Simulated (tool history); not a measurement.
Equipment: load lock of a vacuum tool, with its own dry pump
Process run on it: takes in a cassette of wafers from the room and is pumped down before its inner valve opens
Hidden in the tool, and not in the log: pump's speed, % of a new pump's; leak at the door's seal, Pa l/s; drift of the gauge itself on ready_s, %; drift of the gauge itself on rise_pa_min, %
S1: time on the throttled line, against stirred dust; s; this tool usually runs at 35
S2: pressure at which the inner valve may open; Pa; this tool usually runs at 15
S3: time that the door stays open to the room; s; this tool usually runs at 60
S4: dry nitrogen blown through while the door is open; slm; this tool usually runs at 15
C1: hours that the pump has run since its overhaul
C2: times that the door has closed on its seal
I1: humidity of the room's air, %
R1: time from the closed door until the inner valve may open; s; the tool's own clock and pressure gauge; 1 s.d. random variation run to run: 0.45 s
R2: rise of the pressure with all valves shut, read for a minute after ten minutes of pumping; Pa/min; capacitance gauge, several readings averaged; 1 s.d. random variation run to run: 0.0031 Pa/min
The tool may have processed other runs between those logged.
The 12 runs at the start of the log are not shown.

{"run": 13, "hour": 3268.3, "S1": 35, "S2": 15, "S3": 54, "S4": 15, "C1": 15916, "C2": 37930, "I1": 43.3, "R1": 61.9, "R2": 0.189}
{"run": 14, "hour": 3548.1, "S1": 35, "S2": 15, "S3": 54, "S4": 15, "C1": 16196, "C2": 38841, "I1": 48.1, "R1": 62, "R2": 0.199}
{"run": 15, "hour": 3825.7, "S1": 35, "S2": 23, "S3": 60, "S4": 15, "C1": 16474, "C2": 39745, "I1": 45.5, "R1": 61, "R2": 0.205}
{"run": 16, "hour": 4056.1, "S1": 35, "S2": 18, "S3": 60, "S4": 15, "C1": 16704, "C2": 40496, "I1": 47.4, "R1": 61.6, "R2": 0.216}
{"run": 17, "hour": 4305.4, "S1": 35, "S2": 18, "S3": 60, "S4": 15, "C1": 16953, "C2": 41308, "I1": 47.7, "R1": 62.4, "R2": 0.223}
{"run": 18, "hour": 4640.9, "S1": 35, "S2": 15, "S3": 60, "S4": 15, "C1": 17289, "C2": 42401, "I1": 43.8, "R1": 62.6, "R2": 0.211}
{"run": 19, "hour": 4851.5, "S1": 62, "S2": 25, "S3": 60, "S4": 41, "C1": 17499, "C2": 43087, "I1": 43.6, "R1": 83, "R2": 0.197}
{"run": 20, "hour": 5080.5, "S1": 62, "S2": 25, "S3": 60, "S4": 41, "C1": 17728, "C2": 43833, "I1": 44.2, "R1": 83.3, "R2": 0.204}
{"run": 21, "hour": 5403.1, "S1": 22, "S2": 15, "S3": 69, "S4": 15, "C1": 18051, "C2": 44884, "I1": 46.4, "R1": 52.2, "R2": 0.245}
{"run": 22, "hour": 5639.4, "S1": 66, "S2": 18, "S3": 33, "S4": 8, "C1": 18287, "C2": 45653, "I1": 46.1, "R1": 87, "R2": 0.234}
{"run": 23, "hour": 5936.8, "S1": 45, "S2": 15, "S3": 60, "S4": 31, "C1": 18585, "C2": 46622, "I1": 46.2, "R1": 71.7, "R2": 0.226}
{"hour": 6157.9, "done": "door's seal changed, seat wiped"}
{"run": 24, "hour": 6229.5, "S1": 45, "S2": 15, "S3": 28, "S4": 30, "C1": 18876, "C2": 233, "I1": 46.2, "R1": 72, "R2": 0.056}
{"run": 25, "hour": 6377.7, "S1": 28, "S2": 15, "S3": 74, "S4": 15, "C1": 19024, "C2": 716, "I1": 45.6, "R1": 57.9, "R2": 0.091}
{"run": 26, "hour": 6544.7, "S1": 35, "S2": 15, "S3": 60, "S4": 13, "C1": 19191, "C2": 1260, "I1": 43.9, "R1": 63, "R2": 0.086}
{"run": 27, "hour": 6806.8, "S1": 35, "S2": 15, "S3": 60, "S4": 45, "C1": 19453, "C2": 2114, "I1": 46.6, "R1": 63.2, "R2": 0.07}
{"run": 28, "hour": 7050.2, "S1": 35, "S2": 15, "S3": 60, "S4": 45, "C1": 19697, "C2": 2906, "I1": 42.7, "R1": 63.5, "R2": 0.055}
{"run": 29, "hour": 7244.5, "S1": 36, "S2": 25, "S3": 60, "S4": 15, "C1": 19891, "C2": 3539, "I1": 43.7, "R1": 62.1, "R2": 0.094}
{"run": 30, "hour": 7498.5, "S1": 36, "S2": 25, "S3": 60, "S4": 15, "C1": 20145, "C2": 4367, "I1": 44, "R1": 62.8, "R2": 0.088}
{"hour": 7547.7, "done": "dry pump taken out, an overhauled one fitted"}
{"run": 31, "hour": 7833.9, "S1": 36, "S2": 15, "S3": 82, "S4": 15, "C1": 286, "C2": 5440, "I1": 43.3, "R1": 57.3, "R2": 0.107}
{"run": 32, "hour": 7998.5, "S1": 37, "S2": 28, "S3": 159, "S4": 4, "C1": 451, "C2": 5976, "I1": 50.2, "R1": 55.5, "R2": 0.191}
{"run": 33, "hour": 8158.4, "S1": 21, "S2": 28, "S3": 159, "S4": 4, "C1": 611, "C2": 6497, "I1": 45, "R1": 41.9, "R2": 0.176}
{"run": 34, "hour": 8465.7, "S1": 57, "S2": 19, "S3": 34, "S4": 14, "C1": 918, "C2": 7498, "I1": 43.5, "R1": 74, "R2": 0.077}
{"run": 35, "hour": 8707.9, "S1": 29, "S2": 13, "S3": 35, "S4": 33, "C1": 1160, "C2": 8286, "I1": 43.4, "R1": 51.5, "R2": 0.062}
{"run": 36, "hour": 8963.3, "S1": 53, "S2": 12, "S3": 80, "S4": 7, "C1": 1416, "C2": 9118, "I1": 47, "R1": 72.4, "R2": 0.129}

Consider 4 possible next runs. They are alternatives, not a sequence: every one starts from the tool as it was left by run 36. What does each give?
{"run": "A", "hour": 9190.2, "S1": 53, "S2": 12, "S3": 80, "S4": 38, "C1": 1642, "C2": 9857, "I1": 43.6, "R1": "?", "R2": "?"}
{"run": "B", "hour": 9190.2, "S1": 53, "S2": 16, "S3": 64, "S4": 22, "C1": 1642, "C2": 9857, "I1": 43, "R1": "?", "R2": "?"}
{"run": "C", "hour": 9190.2, "S1": 47, "S2": 17, "S3": 60, "S4": 4, "C1": 1642, "C2": 9857, "I1": 45.9, "R1": "?", "R2": "?"}
{"run": "D", "hour": 9190.2, "S1": 35, "S2": 15, "S3": 201, "S4": 15, "C1": 1642, "C2": 9857, "I1": 46.4, "R1": "?", "R2": "?"}

run=A R1=73.5 R2=0.089
run=B R1=71.5 R2=0.094
run=C R1=67.1 R2=0.125
run=D R1=56.3 R2=0.167
With the hidden condition removed and each run's random variation left untouched, the same runs would have given:
run=A R1=73.3 R2=0.069
run=B R1=71.3 R2=0.075
run=C R1=66.8 R2=0.105
run=D R1=56 R2=0.147
